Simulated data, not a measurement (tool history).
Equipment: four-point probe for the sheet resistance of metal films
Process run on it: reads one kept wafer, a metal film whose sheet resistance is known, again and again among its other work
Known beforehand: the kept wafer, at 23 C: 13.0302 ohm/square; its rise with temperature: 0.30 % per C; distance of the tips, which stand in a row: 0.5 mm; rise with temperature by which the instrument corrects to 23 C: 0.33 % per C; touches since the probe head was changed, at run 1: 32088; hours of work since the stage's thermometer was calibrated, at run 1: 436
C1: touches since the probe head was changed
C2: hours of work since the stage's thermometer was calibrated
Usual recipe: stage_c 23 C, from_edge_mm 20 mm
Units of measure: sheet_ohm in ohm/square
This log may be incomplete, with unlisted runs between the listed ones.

run 1 hour=0 | stage_c=23 from_edge_mm=20 | C1=32088 C2=436 | sheet_ohm=12.943858
run 2 hour=27.2 | stage_c=23 from_edge_mm=47 | C1=32928 C2=451 | sheet_ohm=12.933172
run 3 hour=65.7 | stage_c=23 from_edge_mm=47 | C1=34116 C2=471 | sheet_ohm=12.933875
run 4 hour=94 | stage_c=23 from_edge_mm=20 | C1=34989 C2=486 | sheet_ohm=12.935036
run 5 hour=129 | stage_c=23 from_edge_mm=20 | C1=36069 C2=505 | sheet_ohm=12.936314
run 6 hour=164.7 | stage_c=23 from_edge_mm=20 | C1=37172 C2=524 | sheet_ohm=12.930431
run 7 hour=185.8 | stage_c=23 from_edge_mm=31 | C1=37822 C2=535 | sheet_ohm=12.928594
run 8 hour=206.4 | stage_c=23 from_edge_mm=31 | C1=38458 C2=546 | sheet_ohm=12.926997
run 9 hour=224.1 | stage_c=23 from_edge_mm=31 | C1=39004 C2=555 | sheet_ohm=12.924707
run 10 hour=262.5 | stage_c=23 from_edge_mm=31 | C1=40190 C2=576 | sheet_ohm=12.927167
run 11 hour=294.6 | stage_c=23 from_edge_mm=31 | C1=41181 C2=593 | sheet_ohm=12.920111
run 12 hour=331.8 | stage_c=23 from_edge_mm=4 | C1=42330 C2=613 | sheet_ohm=13.025042
run 13 hour=359.2 | stage_c=26 from_edge_mm=20 | C1=43176 C2=627 | sheet_ohm=12.908796
run 14 hour=378.6 | stage_c=26 from_edge_mm=20 | C1=43775 C2=637 | sheet_ohm=12.907179
run 15 hour=408.2 | stage_c=28 from_edge_mm=20 | C1=44688 C2=653 | sheet_ohm=12.896497
run 16 hour=443.5 | stage_c=27 from_edge_mm=20 | C1=45777 C2=672 | sheet_ohm=12.900236
run 17 hour=467.1 | stage_c=26 from_edge_mm=4 | C1=46506 C2=684 | sheet_ohm=13.009891
run 18 hour=488.5 | stage_c=22 from_edge_mm=8 | C1=47166 C2=696 | sheet_ohm=12.941556
run 19 hour=521.8 | stage_c=22 from_edge_mm=8 | C1=48195 C2=714 | sheet_ohm=12.938148
run 20 hour=552.4 | stage_c=34 from_edge_mm=62 | C1=49139 C2=730 | sheet_ohm=12.862289
run 21 hour=576.2 | stage_c=34 from_edge_mm=62 | C1=49872 C2=742 | sheet_ohm=12.863406
run 22 hour=606.7 | stage_c=27 from_edge_mm=41 | C1=50814 C2=759 | sheet_ohm=12.888875
run 23 hour=641.8 | stage_c=31 from_edge_mm=8 | C1=51896 C2=777 | sheet_ohm=12.891997
run 24 hour=673.9 | stage_c=23 from_edge_mm=5 | C1=52888 C2=794 | sheet_ohm=12.966294
run 25 hour=690 | stage_c=33 from_edge_mm=3 | C1=53386 C2=803 | sheet_ohm=13.051875
run 26 hour=720.6 | stage_c=33 from_edge_mm=3 | C1=54331 C2=819 | sheet_ohm=13.047638
run 27 hour=745.6 | stage_c=23 from_edge_mm=44 | C1=55102 C2=832 | sheet_ohm=12.897516
run 28 hour=764.3 | stage_c=21 from_edge_mm=51 | C1=55678 C2=842 | sheet_ohm=12.905265
run 29 hour=781.2 | stage_c=27 from_edge_mm=22 | C1=56199 C2=851 | sheet_ohm=12.881211
run 30 hour=803.9 | stage_c=29 from_edge_mm=7 | C1=56901 C2=863 | sheet_ohm=12.899325
run 31 hour=839.9 | stage_c=20 from_edge_mm=8 | C1=58013 C2=882 | sheet_ohm=12.93486
run 32 hour=873.5 | stage_c=35 from_edge_mm=20 | C1=59050 C2=900 | sheet_ohm=12.844627

Run by run, hidden condition taken away, random variation retained:
The hidden state here: inner tips' distance over the nominal, %; tips' flats over new ones', %; wafer's true temperature over the reading, C; drift of the gauge itself on sheet_ohm, %.
run=1 sheet_ohm=13.038277
run=2 sheet_ohm=13.028928
run=3 sheet_ohm=13.031631
run=4 sheet_ohm=13.034262
run=5 sheet_ohm=13.037404
run=6 sheet_ohm=13.03351
run=7 sheet_ohm=13.032669
run=8 sheet_ohm=13.032158
run=9 sheet_ohm=13.03087
run=10 sheet_ohm=13.035523
run=11 sheet_ohm=13.030221
run=12 sheet_ohm=13.137914
run=13 sheet_ohm=13.022161
run=14 sheet_ohm=13.021605
run=15 sheet_ohm=13.012389
run=16 sheet_ohm=13.018135
run=17 sheet_ohm=13.130026
run=18 sheet_ohm=13.062401
run=19 sheet_ohm=13.060737
run=20 sheet_ohm=12.985522
run=21 sheet_ohm=12.98782
run=22 sheet_ohm=13.015257
run=23 sheet_ohm=13.020064
run=24 sheet_ohm=13.097027
run=25 sheet_ohm=13.184066
run=26 sheet_ohm=13.181399
run=27 sheet_ohm=13.03166
run=28 sheet_ohm=13.040555
run=29 sheet_ohm=13.017024
run=30 sheet_ohm=13.036462
run=31 sheet_ohm=13.074522
run=32 sheet_ohm=12.984936
